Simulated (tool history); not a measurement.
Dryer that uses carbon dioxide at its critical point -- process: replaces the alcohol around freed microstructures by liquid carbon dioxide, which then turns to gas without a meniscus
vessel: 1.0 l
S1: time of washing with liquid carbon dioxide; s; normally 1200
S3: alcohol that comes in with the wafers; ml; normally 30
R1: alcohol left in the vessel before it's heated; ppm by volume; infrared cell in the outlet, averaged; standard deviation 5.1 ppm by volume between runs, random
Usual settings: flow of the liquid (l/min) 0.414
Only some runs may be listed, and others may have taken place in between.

run 1 hour=0 | S1=1200 flow_of_the_liquid_(l/min)=0.414 S3=30 | R1=117
run 2 hour=7.5 | S1=1200 flow_of_the_liquid_(l/min)=0.414 S3=30 | R1=108
run 3 hour=18.6 | S1=1200 flow_of_the_liquid_(l/min)=0.414 S3=67 | R1=230
run 4 hour=25.7 | S1=1200 flow_of_the_liquid_(l/min)=0.414 S3=30 | R1=120
run 5 hour=37.6 | S1=1200 flow_of_the_liquid_(l/min)=0.414 S3=26 | R1=109
run 6 hour=48.5 | S1=1200 flow_of_the_liquid_(l/min)=0.414 S3=37 | R1=131
run 7 hour=57.6 | S1=1200 flow_of_the_liquid_(l/min)=0.414 S3=37 | R1=136
run 8 hour=62.9 | S1=1200 flow_of_the_liquid_(l/min)=0.414 S3=30 | R1=115
run 9 hour=74.8 | S1=1200 flow_of_the_liquid_(l/min)=0.414 S3=30 | R1=129
run 10 hour=86.2 | S1=1200 flow_of_the_liquid_(l/min)=0.414 S3=30 | R1=125
run 11 hour=93.5 | S1=1560 flow_of_the_liquid_(l/min)=0.414 S3=30 | R1=45
run 12 hour=100.3 | S1=1320 flow_of_the_liquid_(l/min)=0.518 S3=28 | R1=35
run 13 hour=111.8 | S1=840 flow_of_the_liquid_(l/min)=0.276 S3=33 | R1=2355
run 14 hour=120.4 | S1=1200 flow_of_the_liquid_(l/min)=0.34 S3=70 | R1=661
run 15 hour=126.9 | S1=780 flow_of_the_liquid_(l/min)=0.414 S3=46 | R1=1094
run 16 hour=138 | S1=780 flow_of_the_liquid_(l/min)=0.414 S3=46 | R1=1095
run 17 hour=144.8 | S1=900 flow_of_the_liquid_(l/min)=0.322 S3=24 | R1=908
run 18 hour=153.1 | S1=900 flow_of_the_liquid_(l/min)=0.322 S3=24 | R1=876
run 19 hour=159.6 | S1=1320 flow_of_the_liquid_(l/min)=0.355 S3=24 | R1=141
run 20 hour=170.9 | S1=1320 flow_of_the_liquid_(l/min)=0.355 S3=24 | R1=146
run 21 hour=177.2 | S1=840 flow_of_the_liquid_(l/min)=0.436 S3=27 | R1=421

Alternative continuations, all from the tool just after run 21; predict every row:
run A hour=188.4 | S1=840 flow_of_the_liquid_(l/min)=0.271 S3=80 | R1=?
run B hour=188.4 | S1=900 flow_of_the_liquid_(l/min)=0.436 S3=27 | R1=?
run C hour=188.4 | S1=960 flow_of_the_liquid_(l/min)=0.414 S3=22 | R1=?
run D hour=188.4 | S1=1740 flow_of_the_liquid_(l/min)=0.414 S3=30 | R1=?
run E hour=188.4 | S1=1140 flow_of_the_liquid_(l/min)=0.44 S3=27 | R1=?

run=A R1=6169
run=B R1=315
run=C R1=249
run=D R1=42
run=E R1=115
What these runs would have given with no unlogged condition in the tool:
run=A R1=5219
run=B R1=216
run=C R1=164
run=D R1=8
run=E R1=60

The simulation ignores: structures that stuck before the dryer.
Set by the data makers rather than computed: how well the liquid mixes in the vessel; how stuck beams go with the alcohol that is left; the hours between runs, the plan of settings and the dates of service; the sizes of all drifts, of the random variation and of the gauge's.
